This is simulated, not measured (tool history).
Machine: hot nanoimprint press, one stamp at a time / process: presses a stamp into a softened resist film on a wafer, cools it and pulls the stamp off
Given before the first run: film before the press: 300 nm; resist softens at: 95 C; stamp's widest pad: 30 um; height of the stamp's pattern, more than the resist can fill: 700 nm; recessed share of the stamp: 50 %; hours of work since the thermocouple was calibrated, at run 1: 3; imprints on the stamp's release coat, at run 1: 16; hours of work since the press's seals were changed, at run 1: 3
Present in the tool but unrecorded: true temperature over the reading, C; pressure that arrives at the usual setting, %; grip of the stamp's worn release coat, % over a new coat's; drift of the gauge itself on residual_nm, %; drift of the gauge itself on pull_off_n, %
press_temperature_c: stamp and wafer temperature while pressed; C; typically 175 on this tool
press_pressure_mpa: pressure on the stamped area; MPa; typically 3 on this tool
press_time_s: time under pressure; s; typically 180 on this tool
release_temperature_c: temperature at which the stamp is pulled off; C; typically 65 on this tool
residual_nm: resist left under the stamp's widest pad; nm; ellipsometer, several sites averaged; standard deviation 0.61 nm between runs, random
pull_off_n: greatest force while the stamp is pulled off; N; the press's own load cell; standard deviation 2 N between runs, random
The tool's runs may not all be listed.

| run | day | press_temperature_c | press_pressure_mpa | press_time_s | release_temperature_c | hours of work since the thermocouple was calibrated | imprints on the stamp's release coat | hours of work since the press's seals were changed | residual_nm | pull_off_n |
|---|---|---|---|---|---|---|---|---|---|---|
| 1 | 0 | 175 | 3 | 180 | 65 | 3 | 16 | 3 | 179 | 108 |
| 2 | 1.596 | 176 | 3 | 180 | 65 | 21 | 125 | 21 | 173 | 108 |
| 3 | 3.058 | 176 | 3 | 180 | 65 | 38 | 225 | 38 | 171.7 | 109 |
| 4 | 3.983 | 176 | 3 | 180 | 68 | 49 | 288 | 49 | 171.6 | 109 |
| 5 | 5.308 | 176 | 3 | 165 | 68 | 65 | 379 | 65 | 176 | 111 |
| 6 | 6.954 | 176 | 3 | 165 | 68 | 84 | 491 | 84 | 175 | 109 |
| 7 | 7.9 | 175 | 3 | 180 | 65 | 95 | 556 | 95 | 177.2 | 120 |
| 8 | 8.658 | 175 | 3 | 180 | 65 | 104 | 608 | 104 | 176.7 | 119 |
| 9 | 9.521 | 175 | 3 | 180 | 65 | 114 | 667 | 114 | 177.2 | 123 |
| 10 | 10.267 | 175 | 3 | 180 | 65 | 123 | 717 | 123 | 175.4 | 124 |
| 11 | 11.162 | 171 | 3 | 180 | 65 | 133 | 778 | 133 | 201 | 126 |
| 12 | 12.392 | 171 | 3 | 180 | 65 | 147 | 862 | 147 | 198.8 | 124 |
| 13 | 13.792 | 171 | 3 | 180 | 65 | 164 | 958 | 164 | 199.5 | 125 |
| 14 | 15.562 | 171 | 3 | 154 | 65 | 185 | 1079 | 185 | 205.3 | 130 |
| 15 | 16.658 | 175 | 3 | 180 | 65 | 197 | 1154 | 197 | 173.8 | 134 |
|  | 17.004 | stamp cleaned and given a new release coat |
| 16 | 17.975 | 175 | 3 | 180 | 65 | 210 | 67 | 210 | 174.9 | 107 |
| 17 | 19.483 | 175 | 4.62 | 336 | 65 | 227 | 170 | 227 | 114.8 | 105 |
|  | 19.7 | plate thermocouple calibrated |
| 18 | 20.696 | 171 | 4.62 | 314 | 65 | 12 | 244 | 240 | 136.7 | 114 |
| 19 | 22.033 | 171 | 1.84 | 106 | 65 | 27 | 335 | 256 | 249 | 111 |
| 20 | 23.454 | 175 | 3.53 | 92 | 65 | 44 | 432 | 272 | 196.1 | 117 |
| 21 | 24.671 | 175 | 2.37 | 92 | 67 | 58 | 515 | 287 | 222.9 | 110 |
|  | 26.175 | plate thermocouple calibrated, once more |
| 22 | 26.546 | 166 | 4.78 | 92 | 68 | 4 | 635 | 307 | 235.8 | 114 |
| 23 | 28.038 | 167 | 3 | 180 | 71 | 22 | 737 | 324 | 227.1 | 113 |
| 24 | 29.075 | 168 | 2.92 | 302 | 55 | 34 | 808 | 337 | 196.3 | 142 |
| 25 | 30.738 | 168 | 2.92 | 198 | 56 | 53 | 921 | 356 | 217.3 | 143 |
| 26 | 32.579 | 175 | 2.34 | 180 | 70 | 75 | 1047 | 378 | 194.4 | 124 |
|  | 34.475 | stamp cleaned and given a new release coat |
| 27 | 34.596 | 170 | 4.24 | 136 | 70 | 95 | 9 | 398 | 199.8 | 93 |
| 28 | 36.212 | 165 | 3.09 | 136 | 58 | 114 | 119 | 417 | 245.9 | 118 |
| 29 | 37.171 | 164 | 2.5 | 180 | 65 | 126 | 185 | 428 | 250.2 | 109 |

Results for each run, recomputed without the tool's hidden state and with each run's random variation untouched:
| run | residual_nm | pull_off_n |
|---|---|---|
| 1 | 179.4 | 108 |
| 2 | 173.9 | 106 |
| 3 | 172.9 | 104 |
| 4 | 173 | 103 |
| 5 | 177.8 | 103 |
| 6 | 177.2 | 99 |
| 7 | 179.7 | 107 |
| 8 | 179.4 | 106 |
| 9 | 180.1 | 108 |
| 10 | 178.5 | 107 |
| 11 | 204.5 | 108 |
| 12 | 202.7 | 105 |
| 13 | 203.8 | 104 |
| 14 | 210 | 106 |
| 15 | 178.7 | 108 |
| 16 | 180.2 | 107 |
| 17 | 119 | 103 |
| 18 | 143.9 | 111 |
| 19 | 255.2 | 106 |
| 20 | 204.3 | 109 |
| 21 | 231 | 101 |
| 22 | 234.6 | 100 |
| 23 | 227 | 97 |
| 24 | 196.6 | 121 |
| 25 | 217.9 | 119 |
| 26 | 195.7 | 101 |
| 27 | 200.6 | 94 |
| 28 | 247.6 | 116 |
| 29 | 252.4 | 106 |
